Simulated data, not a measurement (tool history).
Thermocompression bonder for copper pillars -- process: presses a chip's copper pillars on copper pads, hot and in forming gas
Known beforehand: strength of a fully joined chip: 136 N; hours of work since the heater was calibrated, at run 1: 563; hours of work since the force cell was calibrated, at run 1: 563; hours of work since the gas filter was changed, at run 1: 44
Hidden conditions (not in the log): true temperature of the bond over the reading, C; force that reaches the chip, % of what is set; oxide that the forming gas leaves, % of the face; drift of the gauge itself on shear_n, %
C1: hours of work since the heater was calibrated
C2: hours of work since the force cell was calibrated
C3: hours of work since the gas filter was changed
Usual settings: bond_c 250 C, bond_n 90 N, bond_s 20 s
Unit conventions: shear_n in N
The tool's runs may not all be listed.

{"run": 1, "hour": 0.0, "bond_c": 250, "bond_n": 90, "bond_s": 20, "C1": 563, "C2": 563, "C3": 44, "shear_n": 84.2}
{"run": 2, "hour": 43.7, "bond_c": 250, "bond_n": 90, "bond_s": 20, "C1": 586, "C2": 586, "C3": 67, "shear_n": 85.2}
{"run": 3, "hour": 87.6, "bond_c": 250, "bond_n": 90, "bond_s": 20, "C1": 610, "C2": 610, "C3": 91, "shear_n": 82.4}
{"run": 4, "hour": 144.3, "bond_c": 250, "bond_n": 90, "bond_s": 20, "C1": 640, "C2": 640, "C3": 121, "shear_n": 82.1}
{"run": 5, "hour": 201.6, "bond_c": 250, "bond_n": 78, "bond_s": 20, "C1": 670, "C2": 670, "C3": 152, "shear_n": 77.8}
{"run": 6, "hour": 250.2, "bond_c": 250, "bond_n": 78, "bond_s": 20, "C1": 696, "C2": 696, "C3": 178, "shear_n": 75.6}
{"run": 7, "hour": 307.3, "bond_c": 250, "bond_n": 78, "bond_s": 20, "C1": 727, "C2": 727, "C3": 208, "shear_n": 76}
{"hour": 359.1, "done": "forming gas filter changed"}
{"run": 8, "hour": 362.1, "bond_c": 250, "bond_n": 78, "bond_s": 20, "C1": 756, "C2": 756, "C3": 2, "shear_n": 84.5}
{"run": 9, "hour": 395.3, "bond_c": 250, "bond_n": 78, "bond_s": 20, "C1": 773, "C2": 773, "C3": 19, "shear_n": 83.3}
{"run": 10, "hour": 434.4, "bond_c": 250, "bond_n": 78, "bond_s": 20, "C1": 794, "C2": 794, "C3": 40, "shear_n": 83.4}
{"run": 11, "hour": 465.6, "bond_c": 250, "bond_n": 78, "bond_s": 20, "C1": 811, "C2": 811, "C3": 57, "shear_n": 83.4}
{"hour": 505.6, "done": "force cell calibrated"}
{"run": 12, "hour": 508.2, "bond_c": 250, "bond_n": 78, "bond_s": 20, "C1": 833, "C2": 1, "C3": 79, "shear_n": 79.1}
{"run": 13, "hour": 538.0, "bond_c": 250, "bond_n": 55, "bond_s": 20, "C1": 849, "C2": 17, "C3": 95, "shear_n": 68.4}
{"run": 14, "hour": 586.7, "bond_c": 250, "bond_n": 55, "bond_s": 20, "C1": 875, "C2": 43, "C3": 121, "shear_n": 65.8}
{"run": 15, "hour": 637.1, "bond_c": 250, "bond_n": 55, "bond_s": 20, "C1": 902, "C2": 70, "C3": 148, "shear_n": 65.9}
{"run": 16, "hour": 681.1, "bond_c": 250, "bond_n": 90, "bond_s": 20, "C1": 925, "C2": 94, "C3": 171, "shear_n": 80}
{"run": 17, "hour": 733.9, "bond_c": 250, "bond_n": 90, "bond_s": 20, "C1": 953, "C2": 122, "C3": 199, "shear_n": 80}
{"run": 18, "hour": 779.2, "bond_c": 250, "bond_n": 90, "bond_s": 20, "C1": 978, "C2": 146, "C3": 223, "shear_n": 78.6}
{"hour": 798.9, "done": "forming gas filter changed"}
{"run": 19, "hour": 806.8, "bond_c": 250, "bond_n": 72, "bond_s": 20, "C1": 992, "C2": 160, "C3": 4, "shear_n": 82.7}
{"hour": 812.6, "done": "heater calibrated with a thermocouple chip"}
{"run": 20, "hour": 854.8, "bond_c": 250, "bond_n": 72, "bond_s": 20, "C1": 23, "C2": 185, "C3": 29, "shear_n": 81.5}
{"run": 21, "hour": 896.0, "bond_c": 248, "bond_n": 64, "bond_s": 30, "C1": 45, "C2": 207, "C3": 51, "shear_n": 84.8}
{"run": 22, "hour": 928.3, "bond_c": 248, "bond_n": 64, "bond_s": 30, "C1": 62, "C2": 224, "C3": 68, "shear_n": 84.3}
{"run": 23, "hour": 965.9, "bond_c": 262, "bond_n": 104, "bond_s": 34, "C1": 82, "C2": 244, "C3": 88, "shear_n": 107.9}
{"run": 24, "hour": 1015.4, "bond_c": 227, "bond_n": 68, "bond_s": 19, "C1": 108, "C2": 271, "C3": 114, "shear_n": 60}
{"hour": 1039.8, "done": "heater calibrated with a thermocouple chip, once more"}
{"run": 25, "hour": 1060.9, "bond_c": 227, "bond_n": 68, "bond_s": 22, "C1": 11, "C2": 294, "C3": 138, "shear_n": 57.3}
{"run": 26, "hour": 1109.7, "bond_c": 276, "bond_n": 90, "bond_s": 38, "C1": 37, "C2": 320, "C3": 164, "shear_n": 104}
{"run": 27, "hour": 1162.4, "bond_c": 250, "bond_n": 66, "bond_s": 20, "C1": 65, "C2": 348, "C3": 192, "shear_n": 65.5}
{"run": 28, "hour": 1213.9, "bond_c": 267, "bond_n": 66, "bond_s": 12, "C1": 93, "C2": 376, "C3": 219, "shear_n": 63.4}
{"hour": 1242.4, "done": "forming gas filter changed"}
{"run": 29, "hour": 1242.4, "bond_c": 246, "bond_n": 90, "bond_s": 23, "C1": 108, "C2": 390, "C3": 0, "shear_n": 86.7}
{"run": 30, "hour": 1285.2, "bond_c": 225, "bond_n": 90, "bond_s": 20, "C1": 131, "C2": 413, "C3": 23, "shear_n": 67.7}
{"run": 31, "hour": 1341.7, "bond_c": 241, "bond_n": 66, "bond_s": 32, "C1": 161, "C2": 443, "C3": 53, "shear_n": 78}
{"run": 32, "hour": 1398.4, "bond_c": 245, "bond_n": 66, "bond_s": 43, "C1": 191, "C2": 474, "C3": 83, "shear_n": 86.4}
{"run": 33, "hour": 1452.4, "bond_c": 245, "bond_n": 66, "bond_s": 43, "C1": 220, "C2": 503, "C3": 112, "shear_n": 85.3}
{"run": 34, "hour": 1505.8, "bond_c": 250, "bond_n": 89, "bond_s": 42, "C1": 248, "C2": 531, "C3": 141, "shear_n": 95.6}
{"run": 35, "hour": 1540.7, "bond_c": 250, "bond_n": 115, "bond_s": 20, "C1": 267, "C2": 550, "C3": 159, "shear_n": 87.9}
{"run": 36, "hour": 1597.3, "bond_c": 250, "bond_n": 78, "bond_s": 20, "C1": 297, "C2": 580, "C3": 189, "shear_n": 74}
{"run": 37, "hour": 1642.3, "bond_c": 233, "bond_n": 78, "bond_s": 46, "C1": 321, "C2": 604, "C3": 213, "shear_n": 81}
{"hour": 1684.5, "done": "forming gas filter changed"}
{"run": 38, "hour": 1692.4, "bond_c": 273, "bond_n": 103, "bond_s": 46, "C1": 348, "C2": 630, "C3": 4, "shear_n": 123}
{"run": 39, "hour": 1720.1, "bond_c": 268, "bond_n": 90, "bond_s": 58, "C1": 362, "C2": 645, "C3": 19, "shear_n": 117.9}

Consider 4 possible next runs. They are alternatives, not a sequence: every one starts from the tool as it was left by run 39. What does each give?
{"run": "A", "hour": 1746.4, "bond_c": 229, "bond_n": 129, "bond_s": 58, "C1": 376, "C2": 659, "C3": 33, "shear_n": "?"}
{"run": "B", "hour": 1746.4, "bond_c": 264, "bond_n": 65, "bond_s": 49, "C1": 376, "C2": 659, "C3": 33, "shear_n": "?"}
{"run": "C", "hour": 1746.4, "bond_c": 268, "bond_n": 90, "bond_s": 41, "C1": 376, "C2": 659, "C3": 33, "shear_n": "?"}
{"run": "D", "hour": 1746.4, "bond_c": 277, "bond_n": 90, "bond_s": 48, "C1": 376, "C2": 659, "C3": 33, "shear_n": "?"}

run=A shear_n=105.5
run=B shear_n=104
run=C shear_n=112.1
run=D shear_n=118.7
What these runs would have given with no unlogged condition in the tool:
run=A shear_n=104.9
run=B shear_n=103.4
run=C shear_n=111.9
run=D shear_n=119.1

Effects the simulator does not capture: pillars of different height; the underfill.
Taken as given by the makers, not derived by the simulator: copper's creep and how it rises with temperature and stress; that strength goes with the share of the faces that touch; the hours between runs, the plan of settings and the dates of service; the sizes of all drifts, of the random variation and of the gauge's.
